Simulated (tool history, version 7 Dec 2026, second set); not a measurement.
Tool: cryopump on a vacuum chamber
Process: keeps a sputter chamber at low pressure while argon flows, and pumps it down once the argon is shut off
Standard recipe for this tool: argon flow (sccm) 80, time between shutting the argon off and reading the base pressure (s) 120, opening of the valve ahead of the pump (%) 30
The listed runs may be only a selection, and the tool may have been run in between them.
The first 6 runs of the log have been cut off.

run,hour,argon flow (sccm),time between shutting the argon off and reading the base pressure (s),opening of the valve ahead of the pump (%),pressure while argon flows (Pa),pressure after the wait (uPa)
7,159.3,80,120,30,0.3431,1.27
8,190.3,80,120,30,0.3433,1.21
9,227.3,80,120,30,0.3452,1.31
10,251.2,80,120,30,0.348,1.32
11,282.2,80,120,30,0.3491,1.31
# hour 303.6: pump warmed up, emptied and cooled again
12,323.5,80,120,30,0.3117,1.1
13,346.9,80,120,30,0.3129,1.11
14,382.8,80,120,30,0.3147,1.13
15,410,80,120,30,0.3172,1.13
16,447.5,80,58,30,0.3159,1.8
17,482.7,62,75,36,0.2066,1.51
18,513.1,62,75,36,0.2073,1.59
19,543,62,75,36,0.2092,1.56
20,572.7,80,25,28,0.3431,3.43
21,605.4,80,25,28,0.3454,3.4
22,640.6,47,139,28,0.2041,1.16
23,658.4,47,110,28,0.2035,1.36
24,691,125,259,23,0.6552,1.01
25,721.3,80,84,48,0.2106,1.53
26,739.3,94,24,24,0.4746,3.6
27,765.5,80,62,32,0.3094,1.86
28,798.5,80,62,32,0.3102,1.9
29,833.2,80,62,39,0.2599,1.89

Predict the results of run 30:
30,859.7,80,62,39,?,?

{"run 30": {"pressure while argon flows (Pa)": 0.2602, "pressure after the wait (uPa)": 1.91}}
On a tool with no hidden condition, and with the same random variation, this run would have come out at pressure while argon flows (Pa) 0.2387, pressure after the wait (uPa) 1.35.

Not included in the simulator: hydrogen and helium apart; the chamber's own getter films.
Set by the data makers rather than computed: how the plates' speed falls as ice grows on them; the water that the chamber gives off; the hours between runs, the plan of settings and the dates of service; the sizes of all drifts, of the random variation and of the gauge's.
